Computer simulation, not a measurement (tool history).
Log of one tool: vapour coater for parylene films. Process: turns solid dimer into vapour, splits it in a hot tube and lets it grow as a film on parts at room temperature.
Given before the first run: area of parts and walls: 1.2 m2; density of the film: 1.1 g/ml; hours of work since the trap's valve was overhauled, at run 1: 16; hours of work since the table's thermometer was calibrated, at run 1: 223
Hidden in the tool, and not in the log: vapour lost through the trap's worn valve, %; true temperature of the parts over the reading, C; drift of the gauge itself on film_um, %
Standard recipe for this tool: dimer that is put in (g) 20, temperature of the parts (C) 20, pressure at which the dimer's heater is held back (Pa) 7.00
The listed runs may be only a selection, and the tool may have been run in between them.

run	hour	dimer that is put in (g)	temperature of the parts (C)	pressure at which the dimer's heater is held back (Pa)	hours of work since the trap's valve was overhauled	hours of work since the table's thermometer was calibrated	thickness of the film (µm)
1	0.0	20	20	7.00	16	223	8.22
2	16.0	20	20	7.00	30	237	8.22
3	33.1	20	20	7.00	45	252	8.25
4	54.8	14	20	7.00	64	270	5.77
5	78.3	14	20	7.00	84	291	5.82
6	95.8	20	20	7.00	99	306	8.28
7	108.3	20	20	7.00	110	317	8.36
8	125.2	20	20	7.00	125	331	8.38
9	137.2	20	20	2.11	135	342	8.98
10	158.0	20	20	3.14	153	360	8.79
11	181.1	20	20	3.14	173	380	8.84
12	193.5	20	15	3.14	184	390	10.92
13	216.2	20	15	3.14	203	410	10.93
14	234.3	28	14	2.01	219	426	16.39
15	252.7	24	20	2.00	235	441	10.98
16	264.4	24	20	2.00	245	452	11.01
17	279.7	11	31	7.17	258	465	2.86
18	291.9	11	31	7.17	269	475	2.87
19	302.6	27	31	7.17	278	485	6.95
20	324.6	27	31	7.17	297	504	7.00
21	336.3	30	17	4.71	307	514	14.80
22	349.3	20	19	3.37	318	525	9.17
23	361.2	8	15	4.57	329	535	4.27
24	381.8	12	18	4.58	347	553	5.67
25	401.3	20	23	4.94	363	570	7.59
26	424.8	20	24	9.93	384	590	6.90

Consider 4 possible next runs. They are alternatives, not a sequence: every one starts from the tool as it was left by run 26. What does each give?
A	443.9	35	20	9.77	400	607	?
B	443.9	20	20	3.70	400	607	?
C	443.9	24	14	4.74	400	607	?
D	443.9	10	14	2.27	400	607	?

run	thickness of the film (µm)
A	14.47
B	8.83
C	13.51
D	5.84
Had the tool no hidden state, the same runs would have come out as:
run	thickness of the film (µm)
A	14.18
B	8.64
C	13.24
D	5.72

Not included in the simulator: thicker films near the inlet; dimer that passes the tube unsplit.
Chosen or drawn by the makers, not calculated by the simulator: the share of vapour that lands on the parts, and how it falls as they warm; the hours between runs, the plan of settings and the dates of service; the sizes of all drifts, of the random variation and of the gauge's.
